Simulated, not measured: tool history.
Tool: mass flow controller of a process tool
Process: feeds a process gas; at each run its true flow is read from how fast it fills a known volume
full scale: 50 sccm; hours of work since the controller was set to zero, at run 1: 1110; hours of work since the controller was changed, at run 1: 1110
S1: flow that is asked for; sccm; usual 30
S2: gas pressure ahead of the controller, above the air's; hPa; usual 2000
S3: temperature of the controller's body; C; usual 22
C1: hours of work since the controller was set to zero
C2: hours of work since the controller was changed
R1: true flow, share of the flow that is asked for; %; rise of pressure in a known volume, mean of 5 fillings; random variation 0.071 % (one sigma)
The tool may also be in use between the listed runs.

run    hour  S1    S2  S3    C1    C2      R1
  1       0  30  2000  22  1110  1110   99.88
  2   181.9  30  2000  22  1210  1210   99.78
  3   292.4  30  2000  22  1271  1271   99.91
  4   471.1  30  2000  22  1370  1370   99.98
  5   676.4  30  2000  22  1483  1483   99.98
  6   915.1  30  2000  22  1614  1614  100.04
  7  1026.9  17  2000  22  1676  1676  100.07
  8  1203.2  17  2000  22  1773  1773   99.98
  9  1400.3  36  1520  25  1882  1882  100.21
 10  1615.7  20  2720  25  2000  2000  100.35
 11  1737.2  20  2720  25  2067  2067   100.6
 12  1959.6  10  1540  32  2190  2190  100.46
 13  2108.2   6  1550  22  2272  2272  100.01
 14  2314.7   6  1550  22  2385  2385  100.24
 15  2471.8  30  2000  25  2472  2472  100.61

Forecast each of these 4 alternatives for the next run:
  A  2583.2  12  2000  22  2533  2533   ?
  B  2583.2  22  2310  25  2533  2533   ?
  C  2583.2  30  2000  24  2533  2533   ?
  D  2583.2  35  2720  24  2533  2533   ?

run      R1
  A  100.34
  B  100.55
  C  100.47
  D  100.95
Without the tool's hidden state the same runs would have given:
run     R1
  A  99.59
  B   99.8
  C  99.73
  D  100.2
